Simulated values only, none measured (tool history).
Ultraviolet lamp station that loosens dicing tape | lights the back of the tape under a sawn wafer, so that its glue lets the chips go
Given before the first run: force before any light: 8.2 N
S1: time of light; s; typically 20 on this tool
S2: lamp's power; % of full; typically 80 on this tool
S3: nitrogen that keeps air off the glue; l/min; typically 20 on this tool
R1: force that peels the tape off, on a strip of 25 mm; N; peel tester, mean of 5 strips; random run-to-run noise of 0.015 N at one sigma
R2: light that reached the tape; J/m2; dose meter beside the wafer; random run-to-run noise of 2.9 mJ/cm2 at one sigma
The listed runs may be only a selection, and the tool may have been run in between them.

run	day	S1	S2	S3	R1	R2
1	0	20	80	20	0.99	3530
2	0.638	20	80	20	1.033	3530
3	1.338	20	80	20	1.018	3400
4	2.292	20	80	20	0.768	4050
5	2.838	20	80	20	0.806	4060
6	3.254	20	80	39	0.651	3990
7	3.671	20	80	39	0.689	3930
8	4.392	20	80	20	0.815	3920
9	5.267	20	80	20	0.844	3920
10	5.912	20	80	20	0.855	3840
11	6.371	20	80	20	0.838	3820
12	7.004	20	80	20	0.904	3820
13	7.417	18	80	20	1.054	3440
14	7.938	18	80	20	1.048	3430
15	8.854	18	80	20	1.089	3390
16	9.742	18	80	20	1.108	3360
17	10.367	18	80	27	1.02	3330
18	11.271	18	67	11	1.847	2740
19	11.712	18	67	11	1.815	2750
20	12.288	37	75	20	0.384	6220
21	13.058	20	81	20	0.939	3620
22	13.712	20	81	20	0.957	3610
23	14.567	14	64	32	2.162	1980
24	15.108	19	73	20	1.334	3000
25	15.754	20	90	14	0.962	3930
26	16.417	24	99	14	0.572	5060
27	17.158	20	80	19	1.056	3390
28	17.638	20	80	19	1.057	3370
29	18.054	20	93	19	0.854	3920
30	18.812	20	79	20	1.134	3300
31	19.75	11	80	20	2.701	1800
32	20.179	11	80	20	2.681	1790
33	20.912	30	69	38	0.599	4180

Taken out of this log: 1 entry between the listed runs. Where each belongs, and how the hidden state differs across it:
Logged between run 3 and run 4: window cleaned of glue's vapour (day 1.854)
  lamp's light, % of a new lamp's: 96.6 -> 96.3; light that the window lets through, % of a clean one's: 85 -> 99.3
  the result without the hidden state subtracted from the measured one, R1: +0.308 -> +0.061 N; R2: -760 -> -180 J/m2
